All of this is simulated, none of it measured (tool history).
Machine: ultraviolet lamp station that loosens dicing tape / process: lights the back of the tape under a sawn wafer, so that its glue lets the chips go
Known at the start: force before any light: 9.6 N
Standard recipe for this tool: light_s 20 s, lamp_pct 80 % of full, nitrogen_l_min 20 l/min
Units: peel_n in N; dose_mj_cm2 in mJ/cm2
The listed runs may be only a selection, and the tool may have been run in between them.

{"run": 1, "hour": 0.0, "light_s": 20, "lamp_pct": 80, "nitrogen_l_min": 20, "peel_n": 0.896, "dose_mj_cm2": 377}
{"run": 2, "hour": 10.2, "light_s": 20, "lamp_pct": 80, "nitrogen_l_min": 18, "peel_n": 0.937, "dose_mj_cm2": 379}
{"run": 3, "hour": 19.1, "light_s": 20, "lamp_pct": 80, "nitrogen_l_min": 20, "peel_n": 0.883, "dose_mj_cm2": 376}
{"run": 4, "hour": 30.0, "light_s": 20, "lamp_pct": 80, "nitrogen_l_min": 20, "peel_n": 0.88, "dose_mj_cm2": 375}
{"run": 5, "hour": 35.3, "light_s": 20, "lamp_pct": 80, "nitrogen_l_min": 20, "peel_n": 0.885, "dose_mj_cm2": 371}
{"run": 6, "hour": 45.7, "light_s": 20, "lamp_pct": 89, "nitrogen_l_min": 20, "peel_n": 0.714, "dose_mj_cm2": 423}
{"run": 7, "hour": 54.9, "light_s": 20, "lamp_pct": 89, "nitrogen_l_min": 20, "peel_n": 0.728, "dose_mj_cm2": 410}
{"run": 8, "hour": 60.9, "light_s": 20, "lamp_pct": 89, "nitrogen_l_min": 20, "peel_n": 0.762, "dose_mj_cm2": 406}
{"run": 9, "hour": 71.9, "light_s": 20, "lamp_pct": 80, "nitrogen_l_min": 18, "peel_n": 0.969, "dose_mj_cm2": 365}
{"run": 10, "hour": 76.6, "light_s": 20, "lamp_pct": 67, "nitrogen_l_min": 20, "peel_n": 1.301, "dose_mj_cm2": 307}
{"run": 11, "hour": 82.5, "light_s": 20, "lamp_pct": 67, "nitrogen_l_min": 20, "peel_n": 1.232, "dose_mj_cm2": 303}
{"run": 12, "hour": 90.8, "light_s": 20, "lamp_pct": 67, "nitrogen_l_min": 20, "peel_n": 1.264, "dose_mj_cm2": 307}
{"run": 13, "hour": 96.5, "light_s": 20, "lamp_pct": 67, "nitrogen_l_min": 20, "peel_n": 1.322, "dose_mj_cm2": 299}
{"run": 14, "hour": 103.0, "light_s": 22, "lamp_pct": 67, "nitrogen_l_min": 20, "peel_n": 1.134, "dose_mj_cm2": 338}
{"run": 15, "hour": 108.8, "light_s": 22, "lamp_pct": 67, "nitrogen_l_min": 20, "peel_n": 1.119, "dose_mj_cm2": 336}
{"run": 16, "hour": 115.8, "light_s": 22, "lamp_pct": 67, "nitrogen_l_min": 20, "peel_n": 1.075, "dose_mj_cm2": 334}
{"run": 17, "hour": 120.7, "light_s": 22, "lamp_pct": 67, "nitrogen_l_min": 20, "peel_n": 1.094, "dose_mj_cm2": 334}
{"run": 18, "hour": 127.0, "light_s": 22, "lamp_pct": 67, "nitrogen_l_min": 20, "peel_n": 1.121, "dose_mj_cm2": 338}
{"run": 19, "hour": 131.9, "light_s": 22, "lamp_pct": 67, "nitrogen_l_min": 20, "peel_n": 1.105, "dose_mj_cm2": 332}
{"run": 20, "hour": 136.8, "light_s": 22, "lamp_pct": 67, "nitrogen_l_min": 20, "peel_n": 1.103, "dose_mj_cm2": 331}
{"run": 21, "hour": 146.9, "light_s": 20, "lamp_pct": 80, "nitrogen_l_min": 13, "peel_n": 1.206, "dose_mj_cm2": 358}
{"run": 22, "hour": 153.5, "light_s": 20, "lamp_pct": 77, "nitrogen_l_min": 12, "peel_n": 1.454, "dose_mj_cm2": 345}
{"run": 23, "hour": 158.9, "light_s": 20, "lamp_pct": 77, "nitrogen_l_min": 12, "peel_n": 1.404, "dose_mj_cm2": 348}
{"run": 24, "hour": 165.2, "light_s": 20, "lamp_pct": 90, "nitrogen_l_min": 13, "peel_n": 1.03, "dose_mj_cm2": 401}
{"run": 25, "hour": 172.9, "light_s": 13, "lamp_pct": 94, "nitrogen_l_min": 20, "peel_n": 1.611, "dose_mj_cm2": 270}
{"run": 26, "hour": 181.5, "light_s": 20, "lamp_pct": 84, "nitrogen_l_min": 20, "peel_n": 0.908, "dose_mj_cm2": 372}
{"run": 27, "hour": 187.7, "light_s": 20, "lamp_pct": 78, "nitrogen_l_min": 20, "peel_n": 1.033, "dose_mj_cm2": 348}
{"run": 28, "hour": 196.7, "light_s": 20, "lamp_pct": 94, "nitrogen_l_min": 20, "peel_n": 0.73, "dose_mj_cm2": 419}
{"run": 29, "hour": 204.4, "light_s": 10, "lamp_pct": 80, "nitrogen_l_min": 13, "peel_n": 3.499, "dose_mj_cm2": 177}
{"run": 30, "hour": 215.4, "light_s": 16, "lamp_pct": 80, "nitrogen_l_min": 40, "peel_n": 1.078, "dose_mj_cm2": 282}
{"run": 31, "hour": 220.1, "light_s": 23, "lamp_pct": 68, "nitrogen_l_min": 40, "peel_n": 0.734, "dose_mj_cm2": 340}
{"run": 32, "hour": 225.3, "light_s": 29, "lamp_pct": 77, "nitrogen_l_min": 12, "peel_n": 0.74, "dose_mj_cm2": 491}
{"run": 33, "hour": 232.2, "light_s": 29, "lamp_pct": 87, "nitrogen_l_min": 8, "peel_n": 0.752, "dose_mj_cm2": 545}
{"run": 34, "hour": 241.6, "light_s": 29, "lamp_pct": 98, "nitrogen_l_min": 21, "peel_n": 0.333, "dose_mj_cm2": 616}
{"run": 35, "hour": 248.0, "light_s": 15, "lamp_pct": 98, "nitrogen_l_min": 21, "peel_n": 1.176, "dose_mj_cm2": 321}
{"run": 36, "hour": 253.5, "light_s": 15, "lamp_pct": 98, "nitrogen_l_min": 21, "peel_n": 1.203, "dose_mj_cm2": 317}
{"hour": 255.6, "done": "window cleaned of glue's vapour"}
{"run": 37, "hour": 260.0, "light_s": 15, "lamp_pct": 98, "nitrogen_l_min": 21, "peel_n": 1.076, "dose_mj_cm2": 333}
{"run": 38, "hour": 265.9, "light_s": 15, "lamp_pct": 98, "nitrogen_l_min": 21, "peel_n": 1.091, "dose_mj_cm2": 331}
{"run": 39, "hour": 274.0, "light_s": 16, "lamp_pct": 84, "nitrogen_l_min": 26, "peel_n": 1.099, "dose_mj_cm2": 305}
{"run": 40, "hour": 284.8, "light_s": 21, "lamp_pct": 90, "nitrogen_l_min": 26, "peel_n": 0.57, "dose_mj_cm2": 427}
{"run": 41, "hour": 293.0, "light_s": 21, "lamp_pct": 90, "nitrogen_l_min": 26, "peel_n": 0.582, "dose_mj_cm2": 427}

Same runs, no hidden state in the tool, same run-to-run variation:
Unlogged tool condition in this case: lamp's light, % of a new lamp's; light that the window lets through, % of a clean one's; drift of the gauge itself on peel_n, %; drift of the gauge itself on dose_mj_cm2, %.
run=1 peel_n=0.752 dose_mj_cm2=411
run=2 peel_n=0.783 dose_mj_cm2=415
run=3 peel_n=0.732 dose_mj_cm2=413
run=4 peel_n=0.724 dose_mj_cm2=414
run=5 peel_n=0.726 dose_mj_cm2=410
run=6 peel_n=0.58 dose_mj_cm2=468
run=7 peel_n=0.588 dose_mj_cm2=455
run=8 peel_n=0.614 dose_mj_cm2=453
run=9 peel_n=0.775 dose_mj_cm2=408
run=10 peel_n=1.053 dose_mj_cm2=344
run=11 peel_n=0.994 dose_mj_cm2=341
run=12 peel_n=1.017 dose_mj_cm2=345
run=13 peel_n=1.058 dose_mj_cm2=338
run=14 peel_n=0.893 dose_mj_cm2=382
run=15 peel_n=0.879 dose_mj_cm2=380
run=16 peel_n=0.84 dose_mj_cm2=379
run=17 peel_n=0.854 dose_mj_cm2=380
run=18 peel_n=0.871 dose_mj_cm2=385
run=19 peel_n=0.855 dose_mj_cm2=379
run=20 peel_n=0.851 dose_mj_cm2=378
run=21 peel_n=0.933 dose_mj_cm2=412
run=22 peel_n=1.129 dose_mj_cm2=397
run=23 peel_n=1.085 dose_mj_cm2=401
run=24 peel_n=0.775 dose_mj_cm2=463
run=25 peel_n=1.249 dose_mj_cm2=313
run=26 peel_n=0.674 dose_mj_cm2=433
run=27 peel_n=0.767 dose_mj_cm2=405
run=28 peel_n=0.535 dose_mj_cm2=488
run=29 peel_n=2.947 dose_mj_cm2=208
run=30 peel_n=0.788 dose_mj_cm2=331
run=31 peel_n=0.527 dose_mj_cm2=401
run=32 peel_n=0.531 dose_mj_cm2=580
run=33 peel_n=0.539 dose_mj_cm2=645
run=34 peel_n=0.272 dose_mj_cm2=731
run=35 peel_n=0.841 dose_mj_cm2=382
run=36 peel_n=0.859 dose_mj_cm2=378
run=37 peel_n=0.844 dose_mj_cm2=378
run=38 peel_n=0.851 dose_mj_cm2=377
run=39 peel_n=0.856 dose_mj_cm2=348
run=40 peel_n=0.438 dose_mj_cm2=488
run=41 peel_n=0.446 dose_mj_cm2=490
